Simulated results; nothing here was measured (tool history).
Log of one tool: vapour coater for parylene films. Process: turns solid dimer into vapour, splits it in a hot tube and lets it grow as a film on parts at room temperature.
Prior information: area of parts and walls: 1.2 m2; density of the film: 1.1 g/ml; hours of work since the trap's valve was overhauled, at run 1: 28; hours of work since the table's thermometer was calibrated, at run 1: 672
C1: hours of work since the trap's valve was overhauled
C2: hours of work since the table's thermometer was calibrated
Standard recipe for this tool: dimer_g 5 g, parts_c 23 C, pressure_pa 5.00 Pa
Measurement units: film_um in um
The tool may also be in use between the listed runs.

{"run": 1, "day": 0.0, "dimer_g": 5, "parts_c": 23, "pressure_pa": 5.0, "C1": 28, "C2": 672, "film_um": 2.59}
{"run": 2, "day": 0.546, "dimer_g": 5, "parts_c": 33, "pressure_pa": 5.0, "C1": 38, "C2": 682, "film_um": 2.08}
{"run": 3, "day": 1.45, "dimer_g": 5, "parts_c": 33, "pressure_pa": 5.0, "C1": 55, "C2": 699, "film_um": 2.04}
{"run": 4, "day": 2.333, "dimer_g": 5, "parts_c": 33, "pressure_pa": 5.0, "C1": 71, "C2": 716, "film_um": 2.04}
{"run": 5, "day": 2.817, "dimer_g": 5, "parts_c": 33, "pressure_pa": 5.0, "C1": 80, "C2": 725, "film_um": 2.05}
{"run": 6, "day": 3.454, "dimer_g": 5, "parts_c": 33, "pressure_pa": 5.0, "C1": 92, "C2": 736, "film_um": 2.02}
{"run": 7, "day": 4.388, "dimer_g": 5, "parts_c": 33, "pressure_pa": 5.0, "C1": 109, "C2": 754, "film_um": 2.05}
{"run": 8, "day": 5.071, "dimer_g": 7, "parts_c": 33, "pressure_pa": 5.0, "C1": 122, "C2": 766, "film_um": 2.83}
{"run": 9, "day": 5.662, "dimer_g": 7, "parts_c": 17, "pressure_pa": 5.0, "C1": 133, "C2": 777, "film_um": 4.05}
{"run": 10, "day": 6.183, "dimer_g": 7, "parts_c": 17, "pressure_pa": 5.0, "C1": 142, "C2": 787, "film_um": 4.08}
{"run": 11, "day": 6.775, "dimer_g": 7, "parts_c": 17, "pressure_pa": 5.0, "C1": 153, "C2": 798, "film_um": 3.97}
{"run": 12, "day": 7.679, "dimer_g": 7, "parts_c": 17, "pressure_pa": 5.0, "C1": 170, "C2": 815, "film_um": 3.98}
{"run": 13, "day": 8.442, "dimer_g": 7, "parts_c": 17, "pressure_pa": 5.0, "C1": 184, "C2": 829, "film_um": 3.97}
{"run": 14, "day": 9.142, "dimer_g": 7, "parts_c": 17, "pressure_pa": 5.0, "C1": 198, "C2": 842, "film_um": 4.01}
{"run": 15, "day": 9.671, "dimer_g": 5, "parts_c": 16, "pressure_pa": 2.43, "C1": 207, "C2": 852, "film_um": 3.01}
{"run": 16, "day": 10.267, "dimer_g": 3, "parts_c": 23, "pressure_pa": 6.49, "C1": 218, "C2": 863, "film_um": 1.46}
{"run": 17, "day": 10.729, "dimer_g": 2, "parts_c": 23, "pressure_pa": 2.63, "C1": 227, "C2": 872, "film_um": 1.02}
{"run": 18, "day": 11.396, "dimer_g": 5, "parts_c": 23, "pressure_pa": 3.59, "C1": 239, "C2": 884, "film_um": 2.49}
{"run": 19, "day": 11.875, "dimer_g": 5, "parts_c": 23, "pressure_pa": 3.59, "C1": 248, "C2": 893, "film_um": 2.44}
{"run": 20, "day": 12.475, "dimer_g": 5, "parts_c": 23, "pressure_pa": 3.59, "C1": 259, "C2": 904, "film_um": 2.45}
{"run": 21, "day": 13.0, "dimer_g": 8, "parts_c": 23, "pressure_pa": 2.5, "C1": 269, "C2": 914, "film_um": 3.97}
{"run": 22, "day": 13.862, "dimer_g": 8, "parts_c": 23, "pressure_pa": 2.5, "C1": 285, "C2": 930, "film_um": 3.97}
{"run": 23, "day": 14.417, "dimer_g": 2, "parts_c": 25, "pressure_pa": 2.53, "C1": 295, "C2": 940, "film_um": 0.94}
{"run": 24, "day": 14.979, "dimer_g": 2, "parts_c": 25, "pressure_pa": 2.53, "C1": 306, "C2": 951, "film_um": 0.95}
{"run": 25, "day": 15.725, "dimer_g": 5, "parts_c": 16, "pressure_pa": 5.0, "C1": 320, "C2": 964, "film_um": 2.73}
{"run": 26, "day": 16.254, "dimer_g": 5, "parts_c": 16, "pressure_pa": 5.0, "C1": 330, "C2": 974, "film_um": 2.74}
{"run": 27, "day": 16.825, "dimer_g": 5, "parts_c": 16, "pressure_pa": 5.0, "C1": 340, "C2": 985, "film_um": 2.76}
{"run": 28, "day": 17.283, "dimer_g": 2, "parts_c": 18, "pressure_pa": 2.34, "C1": 349, "C2": 993, "film_um": 1.1}

Predict each of these 5 candidate next runs independently; none follows another, all start after run 28:
{"run": "A", "day": 17.962, "dimer_g": 3, "parts_c": 20, "pressure_pa": 9.23, "C1": 361, "C2": 1006, "film_um": "?"}
{"run": "B", "day": 17.962, "dimer_g": 2, "parts_c": 24, "pressure_pa": 9.28, "C1": 361, "C2": 1006, "film_um": "?"}
{"run": "C", "day": 17.962, "dimer_g": 2, "parts_c": 16, "pressure_pa": 2.34, "C1": 361, "C2": 1006, "film_um": "?"}
{"run": "D", "day": 17.962, "dimer_g": 7, "parts_c": 28, "pressure_pa": 10.93, "C1": 361, "C2": 1006, "film_um": "?"}
{"run": "E", "day": 17.962, "dimer_g": 3, "parts_c": 23, "pressure_pa": 5.0, "C1": 361, "C2": 1006, "film_um": "?"}

run=A film_um=1.41
run=B film_um=0.89
run=C film_um=1.11
run=D film_um=2.80
run=E film_um=1.36
With no hidden state in the tool, these same runs would have given:
run=A film_um=1.62
run=B film_um=1.02
run=C film_um=1.28
run=D film_um=3.21
run=E film_um=1.57
